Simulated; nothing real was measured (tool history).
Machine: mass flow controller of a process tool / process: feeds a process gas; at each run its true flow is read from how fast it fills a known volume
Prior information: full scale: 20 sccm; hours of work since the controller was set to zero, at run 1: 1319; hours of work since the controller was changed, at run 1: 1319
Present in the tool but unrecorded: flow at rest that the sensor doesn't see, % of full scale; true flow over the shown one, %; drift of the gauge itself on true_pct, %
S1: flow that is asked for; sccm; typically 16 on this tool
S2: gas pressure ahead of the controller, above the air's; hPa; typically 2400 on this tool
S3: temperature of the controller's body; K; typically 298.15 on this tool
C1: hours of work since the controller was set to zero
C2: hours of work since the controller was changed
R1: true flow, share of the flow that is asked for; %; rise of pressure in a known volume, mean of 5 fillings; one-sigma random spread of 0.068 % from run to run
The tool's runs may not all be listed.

run      day  S1    S2      S3    C1    C2      R1
  1    0.000  16  2400  298.15  1319  1319   99.70
  2    2.538  16  2400  298.15  1340  1340   99.79
  3    5.158  16  2400  298.15  1362  1362   99.72
  4    8.421  16  2400  298.15  1390  1390   99.72
  5   10.967  16  2400  298.15  1411  1411   99.66
  6   14.917  16  2400  298.15  1444  1444   99.83
  7   16.696  16  2400  298.15  1459  1459   99.78
  8   19.496  16  2400  309.15  1483  1483  100.65
  9   22.904  16  2400  309.15  1512  1512  100.60
 10   24.679  16  2400  309.15  1526  1526  100.68
 11   26.779  16  2400  309.15  1544  1544  100.60
 12   29.083  16  2190  298.15  1564  1564   99.80
 13   31.508  16  2190  298.15  1584  1584  100.00
 14   34.604  18  2190  298.15  1610  1610  100.03
 15   38.671  16  2080  298.15  1644  1644  100.03
 16   40.792  16  2400  298.15  1662  1662   99.71
 17   42.542  16  2400  298.15  1677  1677   99.90
 18   45.300  14  2400  298.15  1700  1700   99.73
 19   48.421  14  2330  298.15  1726  1726   99.81
 20   52.000  16  2400  298.15  1757  1757   99.90
 21   54.858  16  2400  298.15  1781  1781   99.82
 22   58.817  16  2400  298.15  1814  1814   99.94
 23   62.708  16  2400  298.15  1847  1847   99.91
 24   65.371  16  2400  298.15  1869  1869   99.80
 25   68.892  16  2400  298.15  1899  1899   99.89
 26   73.004   3  2690  295.15  1933  1933  101.38
 27   75.779   3  2690  295.15  1957  1957  101.40
 28   78.033   3  2690  295.15  1976  1976  101.52
 29   81.100   4  1910  295.15  2002  2002  101.12
 30   83.175   4  1910  295.15  2019  2019  101.17
 31   85.479  16  1750  306.15  2039  2039  101.08
 32   89.058  11  1540  298.15  2069  2069  100.42
 33   93.196  16  1630  301.15  2103  2103  100.64
 34   95.221  16  2060  298.15  2121  2121  100.18
 35   97.538   7  1710  298.15  2140  2140  100.62
 36   99.821   7  1710  298.15  2159  2159  100.53
 37  102.875   9  1650  312.15  2185  2185  101.54
 38  105.000  16  2350  298.15  2203  2203   99.98
 39  108.125   9  2200  299.15  2229  2229  100.16
 40  110.804   9  2200  299.15  2252  2252  100.12
 41  112.950   2  2400  299.15  2270  2270  104.70
 42  114.917  15  2400  298.15  2286  2286   99.93
 43  119.062  14  2270  298.15  2321  2321   99.98
 44  121.542   9  1850  302.15  2342  2342  100.72
 45  125.838   9  1850  302.15  2378  2378  100.73
 46  129.717  10  1850  298.15  2411  2411  100.40
 47  132.854   3  1490  298.15  2437  2437  103.55
 48  134.771   2  1490  305.15  2454  2454  106.36
 49  137.321   6  1430  298.15  2475  2475  101.24

The same runs without the tool's hidden state, with the same run-to-run variation:
run      R1
  1   99.29
  2   99.37
  3   99.30
  4   99.29
  5   99.22
  6   99.38
  7   99.32
  8  100.19
  9  100.14
 10  100.21
 11  100.12
 12   99.32
 13   99.51
 14   99.61
 15   99.52
 16   99.20
 17   99.39
 18   99.12
 19   99.19
 20   99.36
 21   99.28
 22   99.39
 23   99.35
 24   99.23
 25   99.31
 26   97.58
 27   97.56
 28   97.64
 29   98.22
 30   98.24
 31  100.47
 32   99.44
 33  100.01
 34   99.55
 35   98.93
 36   98.84
 37  100.24
 38   99.32
 39   98.84
 40   98.79
 41   98.01
 42   99.19
 43   99.16
 44   99.34
 45   99.33
 46   99.14
 47   98.85
 48   99.17
 49   98.96
